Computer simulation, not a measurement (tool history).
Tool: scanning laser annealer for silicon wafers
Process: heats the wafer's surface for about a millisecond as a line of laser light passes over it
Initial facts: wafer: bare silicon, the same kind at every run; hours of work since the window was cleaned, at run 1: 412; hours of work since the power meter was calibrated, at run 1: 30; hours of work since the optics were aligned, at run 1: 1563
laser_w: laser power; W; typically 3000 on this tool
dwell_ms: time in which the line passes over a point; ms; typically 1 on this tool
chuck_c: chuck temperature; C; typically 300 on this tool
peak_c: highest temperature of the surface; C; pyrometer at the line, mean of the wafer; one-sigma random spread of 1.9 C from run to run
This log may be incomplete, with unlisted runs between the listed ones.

run	hour	laser_w	dwell_ms	chuck_c	hours of work since the window was cleaned	hours of work since the power meter was calibrated	hours of work since the optics were aligned	peak_c
1	0	3000	1	300	412	30	1563	1133
2	18.5	3000	1	285	426	44	1577	1111
3	36.6	3000	1	285	440	58	1591	1117
# hour 49.7: optics aligned, line set to its width
4	58.8	3000	1	300	453	71	7	1129
5	80.8	3000	1	300	470	88	24	1130
6	91	3201	1	300	477	95	32	1199
7	101.6	2903	1	300	486	103	40	1100
8	116.1	2903	1	300	497	115	51	1099
9	133	2903	1	300	510	127	64	1097
10	151	2913	0.99	269	523	141	77	1066
11	163.4	2913	0.99	269	533	151	87	1067
12	181.5	3000	1	264	547	165	101	1093
13	192.2	2645	1.15	302	555	173	109	1063
14	211.7	2683	0.73	265	570	188	124	900
15	224.6	2683	0.73	265	580	198	134	903
16	237.1	2683	0.73	265	589	207	143	901
17	249	2571	0.71	315	598	216	152	910

What if the next run were any one of these 3? Each begins from the tool's condition after run 17:
A	269.9	2970	1.22	300	614	232	168	?
B	269.9	3000	0.74	300	614	232	168	?
C	269.9	3000	0.99	305	614	232	168	?

run	peak_c
A	1193
B	1031
C	1132
Without the tool's hidden state the same runs would have given:
run	peak_c
A	1193
B	1031
C	1132
